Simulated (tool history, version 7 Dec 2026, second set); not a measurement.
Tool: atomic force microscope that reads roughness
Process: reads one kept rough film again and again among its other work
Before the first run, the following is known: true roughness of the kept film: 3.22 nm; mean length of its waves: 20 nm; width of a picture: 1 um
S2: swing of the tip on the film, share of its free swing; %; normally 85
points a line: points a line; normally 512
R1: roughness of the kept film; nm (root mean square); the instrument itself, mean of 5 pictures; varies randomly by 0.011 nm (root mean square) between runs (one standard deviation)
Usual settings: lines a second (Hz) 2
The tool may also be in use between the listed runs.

run 1 hour=0 | lines_a_second_(Hz)=2 S2=85 points_a_line=512 | R1=2.549
run 2 hour=15 | lines_a_second_(Hz)=2 S2=85 points_a_line=512 | R1=2.549
run 3 hour=24.1 | lines_a_second_(Hz)=2 S2=85 points_a_line=512 | R1=2.552
run 4 hour=33.8 | lines_a_second_(Hz)=2 S2=85 points_a_line=512 | R1=2.548
run 5 hour=48.8 | lines_a_second_(Hz)=2 S2=85 points_a_line=512 | R1=2.535
run 6 hour=67.5 | lines_a_second_(Hz)=2 S2=85 points_a_line=321 | R1=2.507
-- hour=71.5 new tip fitted
run 7 hour=85.7 | lines_a_second_(Hz)=2 S2=78 points_a_line=512 | R1=2.613
run 8 hour=104.3 | lines_a_second_(Hz)=2 S2=78 points_a_line=512 | R1=2.625
run 9 hour=112.1 | lines_a_second_(Hz)=1.24 S2=85 points_a_line=512 | R1=2.643
run 10 hour=125 | lines_a_second_(Hz)=1.24 S2=85 points_a_line=512 | R1=2.635
run 11 hour=135.9 | lines_a_second_(Hz)=2 S2=85 points_a_line=512 | R1=2.558
run 12 hour=150.8 | lines_a_second_(Hz)=2 S2=85 points_a_line=512 | R1=2.545
run 13 hour=163.6 | lines_a_second_(Hz)=2 S2=85 points_a_line=512 | R1=2.541
run 14 hour=182.1 | lines_a_second_(Hz)=2 S2=85 points_a_line=481 | R1=2.556
run 15 hour=195.2 | lines_a_second_(Hz)=2 S2=85 points_a_line=481 | R1=2.55
run 16 hour=208.6 | lines_a_second_(Hz)=2 S2=85 points_a_line=481 | R1=2.551
run 17 hour=225.4 | lines_a_second_(Hz)=2 S2=85 points_a_line=481 | R1=2.548
run 18 hour=241.4 | lines_a_second_(Hz)=2 S2=85 points_a_line=481 | R1=2.557
run 19 hour=249.8 | lines_a_second_(Hz)=1.05 S2=85 points_a_line=512 | R1=2.653
run 20 hour=259.2 | lines_a_second_(Hz)=1.05 S2=85 points_a_line=275 | R1=2.579
run 21 hour=270.6 | lines_a_second_(Hz)=1.05 S2=85 points_a_line=275 | R1=2.595
run 22 hour=285.6 | lines_a_second_(Hz)=1.05 S2=85 points_a_line=275 | R1=2.57
run 23 hour=302.5 | lines_a_second_(Hz)=0.83 S2=62 points_a_line=367 | R1=2.685
run 24 hour=315.6 | lines_a_second_(Hz)=2.77 S2=86 points_a_line=466 | R1=2.449
run 25 hour=326.4 | lines_a_second_(Hz)=2.77 S2=86 points_a_line=466 | R1=2.451
run 26 hour=335.8 | lines_a_second_(Hz)=1.41 S2=85 points_a_line=366 | R1=2.589
run 27 hour=350.2 | lines_a_second_(Hz)=3.31 S2=85 points_a_line=752 | R1=2.443
-- hour=359.4 new tip fitted
run 28 hour=366.9 | lines_a_second_(Hz)=2.82 S2=85 points_a_line=270 | R1=2.433
run 29 hour=375 | lines_a_second_(Hz)=2 S2=78 points_a_line=557 | R1=2.612
run 30 hour=390.8 | lines_a_second_(Hz)=2 S2=78 points_a_line=557 | R1=2.584
run 31 hour=403.1 | lines_a_second_(Hz)=1.29 S2=69 points_a_line=779 | R1=2.696
run 32 hour=413.8 | lines_a_second_(Hz)=1.29 S2=69 points_a_line=779 | R1=2.712
run 33 hour=431.7 | lines_a_second_(Hz)=0.91 S2=85 points_a_line=562 | R1=2.671
run 34 hour=450.3 | lines_a_second_(Hz)=2.21 S2=64 points_a_line=311 | R1=2.636
run 35 hour=458.1 | lines_a_second_(Hz)=2.21 S2=64 points_a_line=311 | R1=2.63
run 36 hour=471.4 | lines_a_second_(Hz)=3.13 S2=85 points_a_line=269 | R1=2.395
run 37 hour=482 | lines_a_second_(Hz)=3.13 S2=85 points_a_line=269 | R1=2.405
run 38 hour=495.5 | lines_a_second_(Hz)=3.13 S2=85 points_a_line=269 | R1=2.401
run 39 hour=509.4 | lines_a_second_(Hz)=3.13 S2=85 points_a_line=269 | R1=2.4

Predict the results of run 40:
run 40 hour=519.1 | lines_a_second_(Hz)=3.23 S2=79 points_a_line=619 | R1=?

R1: 2.543 nm (root mean square)
Take away the tool's hidden state, keep the run-to-run variation as it was, and the same run would have given R1 2.55 nm (root mean square).
